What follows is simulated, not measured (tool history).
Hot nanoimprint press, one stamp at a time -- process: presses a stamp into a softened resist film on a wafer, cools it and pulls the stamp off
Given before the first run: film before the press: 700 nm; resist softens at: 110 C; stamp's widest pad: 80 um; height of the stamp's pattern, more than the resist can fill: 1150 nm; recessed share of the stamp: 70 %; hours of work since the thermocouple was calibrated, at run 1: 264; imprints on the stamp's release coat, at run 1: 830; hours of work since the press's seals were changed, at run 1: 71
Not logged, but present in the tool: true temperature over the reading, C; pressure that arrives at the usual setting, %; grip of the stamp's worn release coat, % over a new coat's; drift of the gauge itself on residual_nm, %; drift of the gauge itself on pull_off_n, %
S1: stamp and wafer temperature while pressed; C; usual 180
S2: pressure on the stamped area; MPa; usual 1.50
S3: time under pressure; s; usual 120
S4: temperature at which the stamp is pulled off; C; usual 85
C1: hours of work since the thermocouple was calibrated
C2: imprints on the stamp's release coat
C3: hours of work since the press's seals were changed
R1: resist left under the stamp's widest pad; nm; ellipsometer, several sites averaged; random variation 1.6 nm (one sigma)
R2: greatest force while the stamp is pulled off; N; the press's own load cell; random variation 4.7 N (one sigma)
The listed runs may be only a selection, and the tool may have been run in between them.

run	day	S1	S2	S3	S4	C1	C2	C3	R1	R2
1	0.000	180	1.50	120	85	264	830	71	239.6	297
2	0.871	180	1.50	120	85	273	872	80	239.9	291
3	1.842	176	1.50	120	85	283	918	90	275.0	305
# day 2.854: stamp cleaned and given a new release coat
4	3.583	180	1.50	120	85	298	35	105	235.2	226
5	4.808	180	1.50	120	85	310	93	118	236.4	232
6	5.708	180	1.50	120	85	320	137	127	233.8	240
7	6.962	180	1.50	209	85	333	196	140	182.7	226
8	8.175	180	1.50	120	85	345	254	152	234.6	251
9	8.925	180	1.50	120	85	353	290	160	233.2	238
10	9.671	180	1.50	95	85	360	326	167	259.5	257
11	10.958	180	1.50	120	85	373	387	181	234.8	245
12	12.033	180	1.74	120	85	384	438	192	218.6	246
13	12.925	180	1.74	120	85	394	481	201	215.5	261
14	14.179	180	1.74	120	81	406	541	214	219.4	285
15	14.896	180	1.74	120	81	414	575	221	218.4	300
16	16.004	175	1.50	102	85	425	628	232	305.0	264
17	17.217	175	1.72	180	85	438	686	245	224.0	275
18	18.588	180	1.50	137	85	452	751	259	216.8	277
19	19.446	179	1.02	157	85	460	792	268	255.2	287
# day 19.650: plate thermocouple calibrated
20	20.350	179	1.02	157	85	7	829	275	243.2	273
21	21.321	179	1.02	157	85	17	875	285	244.0	280
# day 22.892: plate thermocouple calibrated, once more
22	22.988	170	1.02	150	82	1	949	301	395.8	324
# day 23.333: stamp cleaned and given a new release coat
23	24.346	170	1.50	217	85	12	49	313	294.0	222
24	25.883	170	1.50	217	85	28	122	328	292.2	238
25	27.100	179	1.50	217	80	41	180	341	200.6	263
26	27.738	191	2.34	120	85	47	211	347	131.4	248
27	28.921	180	1.05	120	85	59	267	359	292.1	246
28	29.604	182	1.05	101	85	66	300	366	288.5	255
29	30.912	180	1.05	161	85	80	362	380	255.7	256

Had the tool no unlogged condition, and each run kept its random variation, what would the results have been?
run	R1	R2
1	252.5	237
2	253.3	230
3	291.0	238
4	249.5	232
5	251.2	233
6	248.9	238
7	195.7	221
8	250.8	240
9	249.7	225
10	277.5	241
11	252.2	225
12	235.5	224
13	232.6	234
14	237.2	251
15	236.5	261
16	330.1	228
17	245.1	233
18	236.4	231
19	278.3	237
20	275.5	228
21	277.0	230
22	395.8	243
23	294.4	219
24	293.4	229
25	201.9	249
26	131.8	233
27	294.9	227
28	291.5	233
29	259.2	230
